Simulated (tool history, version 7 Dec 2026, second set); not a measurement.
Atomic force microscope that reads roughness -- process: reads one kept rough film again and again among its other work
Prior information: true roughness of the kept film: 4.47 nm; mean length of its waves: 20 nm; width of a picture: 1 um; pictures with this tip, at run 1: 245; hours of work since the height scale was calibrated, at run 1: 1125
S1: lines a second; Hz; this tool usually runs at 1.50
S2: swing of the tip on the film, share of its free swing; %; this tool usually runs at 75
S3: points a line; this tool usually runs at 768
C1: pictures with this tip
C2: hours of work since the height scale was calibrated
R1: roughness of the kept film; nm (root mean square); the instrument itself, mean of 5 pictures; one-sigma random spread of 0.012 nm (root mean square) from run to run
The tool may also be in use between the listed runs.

run,hour,S1,S2,S3,C1,C2,R1
1,0.0,1.50,75,768,245,1125,1.967
# hour 16.8: new tip fitted
2,57.3,1.50,75,768,49,1153,2.625
3,80.4,1.50,75,768,78,1165,2.544
4,107.0,1.50,75,768,110,1178,2.410
5,142.2,1.50,75,666,153,1196,2.248
6,194.1,1.50,75,666,217,1222,2.086
7,225.0,1.50,75,666,255,1237,1.992
# hour 233.8: new tip fitted
8,281.4,1.50,75,666,58,1265,2.585
9,309.7,0.57,75,768,93,1279,2.618
10,347.9,1.50,75,768,139,1299,2.318
11,388.0,1.50,75,768,188,1319,2.177
12,428.8,1.50,71,768,238,1339,2.086
# hour 451.3: new tip fitted
13,462.0,1.50,71,768,13,1356,2.767
14,508.1,1.50,71,768,70,1379,2.541
# hour 521.8: height scale calibrated on a step standard
15,551.9,1.50,71,291,122,15,2.263
16,600.8,1.50,68,768,182,40,2.172
17,626.9,1.50,68,713,214,53,2.078
18,654.4,1.50,68,713,247,66,1.997
# hour 670.3: new tip fitted
19,685.4,1.50,68,713,19,82,2.768
20,738.7,1.50,68,713,84,108,2.511
21,794.4,1.50,75,768,152,136,2.192
22,844.5,1.83,75,591,213,161,1.991
23,870.6,2.33,75,277,245,175,1.823
# hour 884.9: new tip fitted
24,917.0,1.17,61,768,39,198,2.797
25,941.8,1.03,59,317,70,210,2.643
26,996.8,1.03,59,317,137,238,2.401
27,1029.7,1.03,66,313,177,254,2.242
28,1056.4,0.77,61,476,210,267,2.217
29,1093.5,0.77,61,476,255,286,2.125
# hour 1101.0: new tip fitted
30,1141.1,0.77,61,476,49,310,2.739
31,1190.7,0.77,61,476,109,334,2.485
32,1225.5,1.23,68,260,152,352,2.193
33,1248.7,1.23,56,260,180,363,2.206
34,1292.1,0.63,59,273,233,385,2.087
# hour 1318.6: new tip fitted
35,1318.6,1.96,77,383,0,398,2.612
36,1360.9,1.50,69,464,52,419,2.634
37,1391.3,1.50,69,464,89,435,2.495
38,1443.8,3.02,89,404,153,461,1.731
39,1490.2,3.02,89,404,210,484,1.604
40,1516.6,1.98,82,768,242,497,1.858
# hour 1534.7: new tip fitted
41,1573.6,1.98,82,355,47,526,2.301

Below are 3 alternative next runs, each starting from the tool's condition after run 41. Predict each:
A,1616.6,0.78,56,401,100,547,?
B,1616.6,0.71,82,355,100,547,?
C,1616.6,2.39,78,355,100,547,?

run,R1
A,2.541
B,2.370
C,2.128
Take away the tool's hidden state, keep each run's random variation, and the runs would have read:
run,R1
A,3.019
B,2.817
C,2.529

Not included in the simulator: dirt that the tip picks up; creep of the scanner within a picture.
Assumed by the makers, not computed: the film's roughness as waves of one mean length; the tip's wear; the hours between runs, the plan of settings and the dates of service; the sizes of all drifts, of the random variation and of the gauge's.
